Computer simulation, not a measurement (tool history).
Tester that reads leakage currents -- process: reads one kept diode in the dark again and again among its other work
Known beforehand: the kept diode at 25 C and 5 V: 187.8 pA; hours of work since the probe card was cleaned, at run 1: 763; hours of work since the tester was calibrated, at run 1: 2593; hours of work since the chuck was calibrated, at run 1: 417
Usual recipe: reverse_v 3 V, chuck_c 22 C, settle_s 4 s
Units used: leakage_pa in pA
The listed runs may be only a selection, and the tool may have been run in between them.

run      day  reverse_v  chuck_c  settle_s  hours of work since the probe card was cleaned  hours of work since the tester was calibrated  hours of work since the chuck was calibrated  leakage_pa
  1        0          3       22         4                                             763                                           2593                                           417      104.42
  2    7.233          3       22      0.47                                             841                                           2671                                           495      104.55
      13.112  -- chuck's temperature calibrated
  3   14.679          3       22      0.47                                             921                                           2750                                            17      115.11
  4   19.733          3       22      0.47                                             975                                           2805                                            71      114.27
  5   23.333          3       22         4                                            1014                                           2844                                           110      111.84
  6   30.646          3       22         4                                            1093                                           2923                                           189       110.2
  7   34.271          3       22         4                                            1132                                           2962                                           228       109.8
  8   41.117          3       22         4                                            1206                                           3036                                           302      107.26
  9   47.688          3       22         4                                            1277                                           3107                                           373      106.78
 10   51.742          3       22         4                                            1321                                           3150                                           417      105.73
 11   56.296          3       28         4                                            1370                                           3200                                           466      168.25
      56.954  -- tester calibrated
 12    60.25          3       28         4                                            1412                                             36                                           508      167.43
        65.3  -- chuck's temperature calibrated
 13    67.45          3       28         4                                            1489                                            112                                            23       179.3
      70.683  -- tester calibrated, once more
 14   73.646       9.48       22         4                                            1555                                             32                                            89      213.62
 15   77.962       9.48       22         4                                            1601                                             79                                           136      211.17
 16   84.112          3       35         4                                            1668                                            145                                           202       299.9
 17   89.179          3       22       0.5                                            1722                                            200                                           257      110.31
 18   92.533          3       22       0.5                                            1759                                            236                                           293      109.21
 19   95.979          3       30         4                                            1796                                            273                                           330      200.19
 20  100.892          3       30         4                                            1849                                            326                                           383      198.75
 21  104.792       1.56       25         4                                            1891                                            368                                           425       92.72
 22  112.088      15.58       25      0.92                                            1970                                            447                                           504      338.58
 23  116.162      15.58       25      0.92                                            2014                                            491                                           548      338.18
     117.175  -- chuck's temperature calibrated
 24  120.446       2.36       27       0.7                                            2059                                            536                                            35      151.72
 25  126.825       2.36       27       0.7                                            2128                                            605                                           104      148.96
 26  133.567       2.36       27       0.7                                            2201                                            678                                           177      146.88
 27  136.646       2.36       27       0.7                                            2234                                            711                                           210      145.61
 28  142.083       2.36       27      7.61                                            2293                                            770                                           269      144.26
 29  145.179       2.36       25      1.05                                            2326                                            803                                           302       123.3
 30  149.925      14.24       26      0.79                                            2377                                            855                                           354      367.09
 31  155.867       2.36       26       1.4                                            2441                                            919                                           418      129.61
 32  160.358       8.74       52      0.42                                            2490                                            967                                           466     1763.33
 33  165.138          3       27      2.97                                            2541                                           1019                                           518      157.22
     168.921  -- chuck's temperature calibrated
 34  170.908          3       27      2.97                                            2603                                           1080                                            21      174.66
 35  176.767      17.71       38       6.2                                            2666                                           1143                                            85      1040.5
 36  182.554          3       20      1.27                                            2729                                           1206                                           147       99.67
 37  188.379          3       20      1.27                                            2791                                           1269                                           210       98.35
 38  193.367          3       52         4                                            2845                                           1323                                           264      1015.6
 39   199.85          3       52         4                                            2915                                           1393                                           334     1007.83

Forecast each of these 4 alternatives for the next run:
     203.525  -- probe card cleaned and baked
  A  205.492       3.67       52         4                                              21                                           1452                                           393           ?
     203.525  -- probe card cleaned and baked
  B  205.492      10.56       52         4                                              21                                           1452                                           393           ?
     203.525  -- probe card cleaned and baked
  C  205.492       1.81       32         4                                              21                                           1452                                           393           ?
     203.525  -- probe card cleaned and baked
  D  205.492       7.31       35         4                                              21                                           1452                                           393           ?

run  leakage_pa
  A     1109.52
  B     1958.98
  C      175.48
  D      472.73
Had the tool no hidden state, the same runs would have come out as:
run  leakage_pa
  A     1183.69
  B     2089.81
  C      188.72
  D      507.67

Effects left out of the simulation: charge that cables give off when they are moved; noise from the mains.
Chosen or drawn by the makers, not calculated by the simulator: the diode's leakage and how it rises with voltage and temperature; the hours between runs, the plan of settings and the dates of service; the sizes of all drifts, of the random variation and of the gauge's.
